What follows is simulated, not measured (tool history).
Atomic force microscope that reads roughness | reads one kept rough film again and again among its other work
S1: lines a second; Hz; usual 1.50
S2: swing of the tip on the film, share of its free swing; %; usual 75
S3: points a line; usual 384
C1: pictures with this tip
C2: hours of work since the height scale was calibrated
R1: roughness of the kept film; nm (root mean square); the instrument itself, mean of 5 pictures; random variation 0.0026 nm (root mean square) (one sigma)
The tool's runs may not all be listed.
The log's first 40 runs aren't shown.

Run 41, hour 302.0: usual settings but S1 0.77 Hz, S3 873; C1 89; C2 252. Result: R1 0.558 nm (root mean square).
Run 42, hour 306.8: usual settings but S1 0.77 Hz, S3 873; C1 95; C2 254. Result: R1 0.550 nm (root mean square).
Run 43, hour 316.5: usual settings but S1 1.19 Hz, S3 808; C1 108; C2 258. Result: R1 0.532 nm (root mean square).
Run 44, hour 326.0: usual settings but S1 2.12 Hz, S2 62 %, S3 808; C1 120; C2 262. Result: R1 0.536 nm (root mean square).
Run 45, hour 333.3: usual settings but S1 2.12 Hz, S2 62 %, S3 808; C1 129; C2 265. Result: R1 0.540 nm (root mean square).
Run 46, hour 338.8: usual settings but S1 2.12 Hz, S2 62 %, S3 808; C1 136; C2 267. Result: R1 0.542 nm (root mean square).
Run 47, hour 346.6: usual settings but S1 2.68 Hz, S3 964; C1 146; C2 270. Result: R1 0.476 nm (root mean square).
Run 48, hour 353.3: usual settings but S3 904; C1 155; C2 273. Result: R1 0.517 nm (root mean square).
Run 49, hour 360.6: usual settings but S1 1.94 Hz, S3 363; C1 164; C2 276. Result: R1 0.490 nm (root mean square).
Run 50, hour 367.0: usual settings but S1 1.20 Hz, S2 56 %, S3 827; C1 172; C2 278. Result: R1 0.561 nm (root mean square).
Run 51, hour 376.6: usual settings but S2 81 %; C1 184; C2 282. Result: R1 0.486 nm (root mean square).
Run 52, hour 381.1: usual settings but S2 81 %; C1 190; C2 284. Result: R1 0.487 nm (root mean square).

Forecast each of these 4 alternatives for the next run:
Run A, hour 389.6: usual settings but S1 0.63 Hz, S3 386; C1 201; C2 287. Result: R1 ?.
Run B, hour 389.6: usual settings but S1 1.11 Hz, S2 73 %, S3 306; C1 201; C2 287. Result: R1 ?.
Run C, hour 389.6: usual settings but S1 0.63 Hz, S2 61 %, S3 364; C1 201; C2 287. Result: R1 ?.
Run D, hour 389.6: usual settings but S2 81 %, S3 538; C1 201; C2 287. Result: R1 ?.

run     R1
  A  0.537
  B  0.516
  C  0.555
  D  0.484
Without the tool's hidden state the same runs would have given:
run     R1
  A  0.562
  B  0.540
  C  0.581
  D  0.507
